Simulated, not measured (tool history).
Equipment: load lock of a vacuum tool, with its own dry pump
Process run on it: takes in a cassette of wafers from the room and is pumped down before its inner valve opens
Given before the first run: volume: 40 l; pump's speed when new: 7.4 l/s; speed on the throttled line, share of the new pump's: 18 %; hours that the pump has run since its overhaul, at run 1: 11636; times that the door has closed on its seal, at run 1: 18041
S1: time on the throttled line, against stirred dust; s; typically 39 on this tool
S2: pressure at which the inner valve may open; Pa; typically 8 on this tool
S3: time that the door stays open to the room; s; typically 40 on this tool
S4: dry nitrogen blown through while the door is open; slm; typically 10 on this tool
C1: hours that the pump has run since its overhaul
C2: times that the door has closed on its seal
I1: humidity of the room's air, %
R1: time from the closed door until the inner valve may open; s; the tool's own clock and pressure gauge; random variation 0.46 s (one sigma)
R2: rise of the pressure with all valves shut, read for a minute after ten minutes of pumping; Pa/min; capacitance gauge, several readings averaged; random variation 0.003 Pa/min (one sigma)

run 1 day=0.000 | S1=39 S2=8 S3=40 S4=10 | C1=11636 C2=18041 | I1=44.2 | R1=87.4 R2=0.140
run 2 day=16.571 | S1=39 S2=8 S3=40 S4=10 | C1=12033 C2=18490 | I1=46.0 | R1=88.5 R2=0.139
run 3 day=25.838 | S1=23 S2=8 S3=40 S4=10 | C1=12256 C2=18741 | I1=42.2 | R1=75.0 R2=0.140
run 4 day=35.117 | S1=23 S2=8 S3=40 S4=35 | C1=12479 C2=18992 | I1=42.4 | R1=74.5 R2=0.136
run 5 day=42.479 | S1=23 S2=7 S3=40 S4=35 | C1=12655 C2=19191 | I1=43.4 | R1=76.1 R2=0.137
run 6 day=57.283 | S1=39 S2=8 S3=40 S4=44 | C1=13010 C2=19591 | I1=43.6 | R1=88.6 R2=0.146
run 7 day=64.983 | S1=23 S2=8 S3=40 S4=10 | C1=13195 C2=19800 | I1=48.7 | R1=76.1 R2=0.165
run 8 day=79.046 | S1=23 S2=8 S3=40 S4=10 | C1=13533 C2=20180 | I1=48.1 | R1=76.0 R2=0.163
run 9 day=88.212 | S1=39 S2=8 S3=40 S4=9 | C1=13753 C2=20428 | I1=43.7 | R1=88.3 R2=0.167
run 10 day=96.117 | S1=39 S2=13 S3=40 S4=10 | C1=13942 C2=20642 | I1=44.7 | R1=85.4 R2=0.164
run 11 day=112.754 | S1=39 S2=8 S3=101 S4=10 | C1=14342 C2=21092 | I1=44.3 | R1=89.1 R2=0.171
run 12 day=120.483 | S1=39 S2=8 S3=101 S4=10 | C1=14527 C2=21301 | I1=44.2 | R1=90.2 R2=0.178
run 13 day=132.867 | S1=39 S2=7 S3=101 S4=20 | C1=14824 C2=21636 | I1=43.7 | R1=89.5 R2=0.170
run 14 day=141.050 | S1=39 S2=12 S3=65 S4=6 | C1=15021 C2=21858 | I1=43.9 | R1=86.2 R2=0.191
run 15 day=151.404 | S1=39 S2=12 S3=65 S4=6 | C1=15269 C2=22138 | I1=46.0 | R1=86.7 R2=0.188
run 16 day=165.029 | S1=68 S2=7 S3=65 S4=7 | C1=15596 C2=22506 | I1=44.2 | R1=113.5 R2=0.187
run 17 day=179.729 | S1=29 S2=7 S3=65 S4=19 | C1=15949 C2=22904 | I1=45.3 | R1=81.7 R2=0.185
run 18 day=191.725 | S1=49 S2=8 S3=40 S4=10 | C1=16237 C2=23229 | I1=49.0 | R1=97.2 R2=0.185
run 19 day=201.067 | S1=24 S2=7 S3=40 S4=10 | C1=16461 C2=23481 | I1=46.2 | R1=78.4 R2=0.196
run 20 day=211.929 | S1=24 S2=7 S3=40 S4=10 | C1=16722 C2=23775 | I1=43.9 | R1=79.1 R2=0.197
run 21 day=220.296 | S1=24 S2=7 S3=40 S4=10 | C1=16923 C2=24002 | I1=46.7 | R1=78.9 R2=0.200

Alternative continuations, all from the tool just after run 21; predict every row:
run A day=230.508 | S1=24 S2=12 S3=40 S4=8 | C1=17168 C2=24278 | I1=41.9 | R1=? R2=?
run B day=230.508 | S1=24 S2=13 S3=28 S4=16 | C1=17168 C2=24278 | I1=44.8 | R1=? R2=?
run C day=230.508 | S1=75 S2=7 S3=185 S4=10 | C1=17168 C2=24278 | I1=44.8 | R1=? R2=?

run=A R1=75.2 R2=0.209
run=B R1=75.7 R2=0.199
run=C R1=118.3 R2=0.217
What these runs would have given with no unlogged condition in the tool:
run=A R1=68.4 R2=0.028
run=B R1=68.9 R2=0.020
run=C R1=112.4 R2=0.038
